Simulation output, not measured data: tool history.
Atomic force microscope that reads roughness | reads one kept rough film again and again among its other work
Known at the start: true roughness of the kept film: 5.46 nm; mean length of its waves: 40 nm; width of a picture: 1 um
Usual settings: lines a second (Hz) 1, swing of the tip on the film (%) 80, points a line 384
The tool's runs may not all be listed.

run,hour,lines a second (Hz),swing of the tip on the film (%),points a line,roughness of the kept film (nm (root mean square))
1,0,1,80,384,4.456
2,38.8,1,80,384,4.394
3,70.7,1,80,384,4.325
4,98.7,1,80,384,4.261
# hour 121.6: new tip fitted
5,122.4,1,80,384,4.94
6,168.8,1.09,80,384,4.822
7,213.4,1,76,384,4.772
8,265.9,1,76,384,4.667
9,306.2,0.56,80,384,4.62
10,355.7,0.56,80,384,4.506
11,405.9,1,80,384,4.361
12,444.4,0.65,80,384,4.353
# hour 482.3: new tip fitted
13,491,0.65,80,384,4.965
14,523.9,0.65,80,384,4.916
15,574.6,3.82,87,384,4.078
16,624.7,1.92,87,384,4.363
17,665.1,1.92,87,384,4.268
18,698.2,1.92,87,384,4.204
19,734.5,0.68,79,818,4.499
20,772.7,3.09,84,554,3.884
21,796.1,3.09,84,554,3.852
22,831.5,3.09,84,554,3.819
# hour 841: new tip fitted
23,880.5,3.09,84,554,4.416

Some steps in roughness of the kept film (nm (root mean square)) between neighbouring runs. How much of each would the tool show without its hidden state too (settings, what came in, random variation), and how much is left for the hidden state, with any gauge scatter that isn't in both results?
The hidden state here: radius of the tip, nm; height scale over the true one, %; drift of the gauge itself on roughness_nm, %.
Run 4 -> 5: new tip fitted. roughness of the kept film (nm (root mean square)) +0.679: hidden state +0.69, all else -0.011.
Run 12 -> 13: new tip fitted. roughness of the kept film (nm (root mean square)) +0.612: hidden state +0.647, all else -0.035.
Run 14 -> 15: lines a second (Hz) 0.65 -> 3.82, swing of the tip on the film (%) 80 -> 87. roughness of the kept film (nm (root mean square)) -0.838: hidden state -0.087, all else -0.751.

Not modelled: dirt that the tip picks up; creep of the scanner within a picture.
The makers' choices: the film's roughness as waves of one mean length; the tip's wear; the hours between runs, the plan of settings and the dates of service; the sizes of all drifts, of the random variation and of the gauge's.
